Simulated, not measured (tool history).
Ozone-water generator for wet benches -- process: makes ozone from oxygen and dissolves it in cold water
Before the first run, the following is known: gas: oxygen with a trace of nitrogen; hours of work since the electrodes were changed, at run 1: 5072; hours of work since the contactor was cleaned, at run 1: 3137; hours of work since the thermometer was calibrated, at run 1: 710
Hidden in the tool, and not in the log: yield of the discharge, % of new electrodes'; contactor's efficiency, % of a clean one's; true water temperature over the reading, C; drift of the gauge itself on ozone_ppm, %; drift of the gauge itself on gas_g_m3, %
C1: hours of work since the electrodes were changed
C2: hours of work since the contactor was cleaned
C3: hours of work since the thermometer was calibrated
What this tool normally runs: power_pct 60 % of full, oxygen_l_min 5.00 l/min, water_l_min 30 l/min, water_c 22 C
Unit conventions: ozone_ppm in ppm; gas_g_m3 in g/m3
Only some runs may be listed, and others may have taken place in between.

Run 1, hour 0.0: usual settings; C1 5072; C2 3137; C3 710. Result: ozone_ppm 11.7 ppm, gas_g_m3 140.3 g/m3.
Run 2, hour 133.3: usual settings; C1 5202; C2 3266; C3 839. Result: ozone_ppm 11.7 ppm, gas_g_m3 139.6 g/m3.
Run 3, hour 236.0: usual settings; C1 5301; C2 3366; C3 939. Result: ozone_ppm 11.8 ppm, gas_g_m3 139.8 g/m3.
Run 4, hour 354.2: usual settings; C1 5416; C2 3481; C3 1054. Result: ozone_ppm 11.9 ppm, gas_g_m3 139.9 g/m3.
Run 5, hour 450.8: usual settings but water_l_min 45 l/min; C1 5510; C2 3575; C3 1148. Result: ozone_ppm 8.6 ppm, gas_g_m3 140.1 g/m3.
Run 6, hour 526.6: usual settings but water_l_min 28 l/min; C1 5583; C2 3648; C3 1221. Result: ozone_ppm 12.4 ppm, gas_g_m3 140.9 g/m3.
Run 7, hour 630.3: usual settings but oxygen_l_min 8.27 l/min; C1 5684; C2 3749; C3 1322. Result: ozone_ppm 11.7 ppm, gas_g_m3 103.9 g/m3.
Run 8, hour 720.3: usual settings; C1 5772; C2 3837; C3 1409. Result: ozone_ppm 11.9 ppm, gas_g_m3 139.0 g/m3.
Run 9, hour 784.9: usual settings; C1 5834; C2 3899; C3 1472. Result: ozone_ppm 11.7 ppm, gas_g_m3 138.7 g/m3.
Run 10, hour 854.5: usual settings; C1 5902; C2 3967; C3 1540. Result: ozone_ppm 11.6 ppm, gas_g_m3 140.6 g/m3.
Run 11, hour 953.3: usual settings; C1 5998; C2 4063; C3 1636. Result: ozone_ppm 11.8 ppm, gas_g_m3 138.0 g/m3.
Run 12, hour 1093.7: usual settings; C1 6134; C2 4199; C3 1772. Result: ozone_ppm 12.0 ppm, gas_g_m3 140.7 g/m3.
Run 13, hour 1168.9: usual settings but power_pct 65 % of full; C1 6207; C2 4272; C3 1845. Result: ozone_ppm 12.3 ppm, gas_g_m3 147.5 g/m3.
Run 14, hour 1233.8: usual settings but power_pct 65 % of full; C1 6270; C2 4335; C3 1908. Result: ozone_ppm 12.5 ppm, gas_g_m3 149.6 g/m3.
Run 15, hour 1312.2: usual settings but power_pct 48 % of full; C1 6347; C2 4412; C3 1984. Result: ozone_ppm 9.9 ppm, gas_g_m3 118.2 g/m3.
Run 16, hour 1399.0: usual settings; C1 6431; C2 4496; C3 2069. Result: ozone_ppm 11.7 ppm, gas_g_m3 138.6 g/m3.
Run 17, hour 1501.1: usual settings; C1 6530; C2 4595; C3 2168. Result: ozone_ppm 11.8 ppm, gas_g_m3 140.1 g/m3.
Run 18, hour 1585.4: usual settings; C1 6612; C2 4677; C3 2250. Result: ozone_ppm 12.0 ppm, gas_g_m3 140.8 g/m3.
Run 19, hour 1667.0: usual settings but power_pct 65 % of full, oxygen_l_min 6.80 l/min; C1 6691; C2 4756; C3 2329. Result: ozone_ppm 12.4 ppm, gas_g_m3 122.4 g/m3.
Run 20, hour 1743.4: usual settings but oxygen_l_min 8.42 l/min, water_c 20 C; C1 6765; C2 4830; C3 2403. Result: ozone_ppm 11.9 ppm, gas_g_m3 100.8 g/m3.

Forecast run 21:
Run 21, hour 1811.2: usual settings but power_pct 59 % of full, oxygen_l_min 8.28 l/min, water_l_min 44 l/min, water_c 20 C; C1 6831; C2 4896; C3 2469. Result: ozone_ppm ?, gas_g_m3 ?.

Run 21 gave ozone_ppm 8.9 ppm, gas_g_m3 101.7 g/m3.
On a tool with no hidden condition, and with the same random variation, this run would have come out at ozone_ppm 8.9 ppm, gas_g_m3 101.8 g/m3.

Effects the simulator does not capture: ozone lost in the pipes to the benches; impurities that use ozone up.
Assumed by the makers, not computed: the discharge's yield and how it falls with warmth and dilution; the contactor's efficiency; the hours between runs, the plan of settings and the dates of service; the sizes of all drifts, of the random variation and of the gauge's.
